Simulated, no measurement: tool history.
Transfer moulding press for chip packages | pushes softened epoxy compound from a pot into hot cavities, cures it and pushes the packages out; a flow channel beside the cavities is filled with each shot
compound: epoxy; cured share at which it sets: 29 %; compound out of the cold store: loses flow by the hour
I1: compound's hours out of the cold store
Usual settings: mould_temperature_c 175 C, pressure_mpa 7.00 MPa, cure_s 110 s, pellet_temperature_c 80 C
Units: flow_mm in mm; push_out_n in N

{"run": 1, "hour": 0.0, "mould_temperature_c": 175, "pressure_mpa": 7.0, "cure_s": 110, "pellet_temperature_c": 80, "I1": 19.7, "flow_mm": 753, "push_out_n": 445}
{"run": 2, "hour": 16.0, "mould_temperature_c": 175, "pressure_mpa": 7.0, "cure_s": 110, "pellet_temperature_c": 73, "I1": 25.9, "flow_mm": 735, "push_out_n": 469}
{"run": 3, "hour": 25.6, "mould_temperature_c": 175, "pressure_mpa": 7.0, "cure_s": 110, "pellet_temperature_c": 73, "I1": 37.2, "flow_mm": 692, "push_out_n": 495}
{"run": 4, "hour": 35.9, "mould_temperature_c": 175, "pressure_mpa": 7.0, "cure_s": 110, "pellet_temperature_c": 76, "I1": 33.7, "flow_mm": 703, "push_out_n": 495}
{"run": 5, "hour": 55.0, "mould_temperature_c": 175, "pressure_mpa": 7.0, "cure_s": 110, "pellet_temperature_c": 76, "I1": 10.9, "flow_mm": 780, "push_out_n": 531}
{"hour": 65.2, "done": "cavities cleaned with cleaning compound and waxed"}
{"run": 6, "hour": 70.2, "mould_temperature_c": 175, "pressure_mpa": 7.0, "cure_s": 110, "pellet_temperature_c": 76, "I1": 10.7, "flow_mm": 783, "push_out_n": 370}
{"run": 7, "hour": 92.9, "mould_temperature_c": 169, "pressure_mpa": 8.65, "cure_s": 142, "pellet_temperature_c": 83, "I1": 21.2, "flow_mm": 847, "push_out_n": 408}
{"run": 8, "hour": 107.1, "mould_temperature_c": 169, "pressure_mpa": 8.26, "cure_s": 137, "pellet_temperature_c": 83, "I1": 24.6, "flow_mm": 818, "push_out_n": 459}
{"run": 9, "hour": 123.7, "mould_temperature_c": 169, "pressure_mpa": 8.26, "cure_s": 137, "pellet_temperature_c": 83, "I1": 39.4, "flow_mm": 753, "push_out_n": 482}
{"run": 10, "hour": 135.4, "mould_temperature_c": 169, "pressure_mpa": 8.26, "cure_s": 137, "pellet_temperature_c": 83, "I1": 34.2, "flow_mm": 778, "push_out_n": 504}
{"run": 11, "hour": 154.0, "mould_temperature_c": 171, "pressure_mpa": 5.54, "cure_s": 103, "pellet_temperature_c": 72, "I1": 11.3, "flow_mm": 701, "push_out_n": 736}

Forecast each of these 3 alternatives for the next run:
{"hour": 160.4, "done": "cavities cleaned with cleaning compound and waxed"}
{"run": "A", "hour": 176.0, "mould_temperature_c": 171, "pressure_mpa": 5.54, "cure_s": 104, "pellet_temperature_c": 72, "I1": 37.4, "flow_mm": "?", "push_out_n": "?"}
{"hour": 160.4, "done": "cavities cleaned with cleaning compound and waxed"}
{"run": "B", "hour": 176.0, "mould_temperature_c": 172, "pressure_mpa": 7.0, "cure_s": 110, "pellet_temperature_c": 80, "I1": 12.1, "flow_mm": "?", "push_out_n": "?"}
{"hour": 160.4, "done": "cavities cleaned with cleaning compound and waxed"}
{"run": "C", "hour": 176.0, "mould_temperature_c": 176, "pressure_mpa": 7.0, "cure_s": 144, "pellet_temperature_c": 75, "I1": 17.6, "flow_mm": "?", "push_out_n": "?"}

run=A flow_mm=619 push_out_n=498
run=B flow_mm=778 push_out_n=457
run=C flow_mm=738 push_out_n=363
Without the tool's hidden state the same runs would have given:
run=A flow_mm=647 push_out_n=432
run=B flow_mm=814 push_out_n=395
run=C flow_mm=772 push_out_n=313
